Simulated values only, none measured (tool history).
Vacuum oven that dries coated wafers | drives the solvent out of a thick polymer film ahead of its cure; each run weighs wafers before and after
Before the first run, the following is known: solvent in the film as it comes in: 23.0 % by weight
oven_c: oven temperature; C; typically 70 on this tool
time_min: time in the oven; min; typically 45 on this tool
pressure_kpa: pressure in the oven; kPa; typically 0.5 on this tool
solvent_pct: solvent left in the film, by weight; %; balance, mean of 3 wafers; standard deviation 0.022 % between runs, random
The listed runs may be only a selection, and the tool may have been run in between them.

run,hour,oven_c,time_min,pressure_kpa,solvent_pct
1,0,70,45,0.5,1.03
2,19.8,70,45,0.5,1.01
3,36.4,65,45,0.5,2.67
4,54,70,27,0.5,3.03
5,66,70,27,0.5,3.01
# hour 71.7: oven's thermocouples calibrated
6,93.1,70,27,0.5,2.99
7,114.9,70,27,0.5,3.03
8,138.7,70,27,0.5,2.99
9,157,70,27,0.5,3
10,184.6,70,28,0.5,2.81
11,206.2,63,62,1.613,2.79
12,223.4,63,62,1.613,2.81
13,241.9,63,62,1.613,2.8
14,267,59,62,0.804,4.1
15,291.9,59,62,0.804,4.06
16,313.4,80,81,0.403,0.14
17,338.4,62,45,0.276,3.96

What if the next run were any one of these 4? Each begins from the tool's condition after run 17:
A,364.9,69,73,0.981,?
B,364.9,78,72,0.346,?
C,364.9,82,65,1.022,?
D,364.9,62,45,0.276,?

run,solvent_pct
A,0.71
B,0.16
C,0.34
D,3.96
Take away the tool's hidden state, keep each run's random variation, and the runs would have read:
run,solvent_pct
A,0.71
B,0.16
C,0.34
D,3.97
